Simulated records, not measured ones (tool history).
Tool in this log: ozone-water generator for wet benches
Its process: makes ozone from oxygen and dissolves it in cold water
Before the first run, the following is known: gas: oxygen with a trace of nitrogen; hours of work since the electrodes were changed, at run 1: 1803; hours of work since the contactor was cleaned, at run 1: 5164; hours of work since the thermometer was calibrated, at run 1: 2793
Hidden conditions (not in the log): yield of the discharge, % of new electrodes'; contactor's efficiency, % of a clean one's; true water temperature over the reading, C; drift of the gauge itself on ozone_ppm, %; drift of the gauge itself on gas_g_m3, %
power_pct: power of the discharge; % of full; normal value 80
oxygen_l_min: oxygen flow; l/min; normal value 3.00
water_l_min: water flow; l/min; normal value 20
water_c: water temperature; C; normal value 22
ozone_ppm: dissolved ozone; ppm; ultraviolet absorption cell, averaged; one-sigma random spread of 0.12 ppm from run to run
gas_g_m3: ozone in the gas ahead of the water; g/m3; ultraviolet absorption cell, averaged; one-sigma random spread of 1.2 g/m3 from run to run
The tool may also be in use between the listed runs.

run   hour  power_pct  oxygen_l_min  water_l_min  water_c  hours of work since the electrodes were changed  hours of work since the contactor was cleaned  hours of work since the thermometer was calibrated  ozone_ppm  gas_g_m3
  1    0.0         80          3.00           20       22                                             1803                                           5164                                                2793       10.3     199.2
  2   44.2         80          3.00           20       22                                             1840                                           5202                                                2830       10.5     197.6
  3   76.7         80          3.00           20       22                                             1868                                           5230                                                2858       10.1     197.0
      84.2  -- water thermometer calibrated
  4  118.0         80          3.00           20       22                                             1903                                           5264                                                  29       10.5     197.9
  5  168.1         91          3.00           20       22                                             1946                                           5307                                                  72       11.1     210.1
  6  244.7         91          3.00           20       22                                             2011                                           5373                                                 137       11.1     210.8
  7  301.7         65          3.00           15       22                                             2060                                           5421                                                 186       12.3     177.7
  8  350.5         65          3.00           15       22                                             2101                                           5463                                                 227       12.2     176.2
  9  385.2         77          2.93           25       24                                             2131                                           5492                                                 257        7.6     194.6
 10  433.3         77          2.93           25       24                                             2172                                           5533                                                 298        7.5     193.0

Here are 5 independent what-if runs from the current tool condition. What would each one return?
  A  494.4         77          2.98           18       18                                             2224                                           5586                                                 350          ?         ?
  B  494.4         41          2.18           25       27                                             2224                                           5586                                                 350          ?         ?
  C  494.4         77          2.71           25       24                                             2224                                           5586                                                 350          ?         ?
  D  494.4         77          3.96           25       24                                             2224                                           5586                                                 350          ?         ?
  E  494.4         98          4.61           20       29                                             2224                                           5586                                                 350          ?         ?

run  ozone_ppm  gas_g_m3
  A       11.7     191.0
  B        5.1     162.2
  C        7.5     201.3
  D        8.0     167.2
  E       10.6     176.1
Stripped of hidden state, with their random variation kept, the same runs would have yielded:
run  ozone_ppm  gas_g_m3
  A       13.7     206.1
  B        5.9     170.8
  C        9.0     217.1
  D        9.6     180.4
  E       12.7     191.8

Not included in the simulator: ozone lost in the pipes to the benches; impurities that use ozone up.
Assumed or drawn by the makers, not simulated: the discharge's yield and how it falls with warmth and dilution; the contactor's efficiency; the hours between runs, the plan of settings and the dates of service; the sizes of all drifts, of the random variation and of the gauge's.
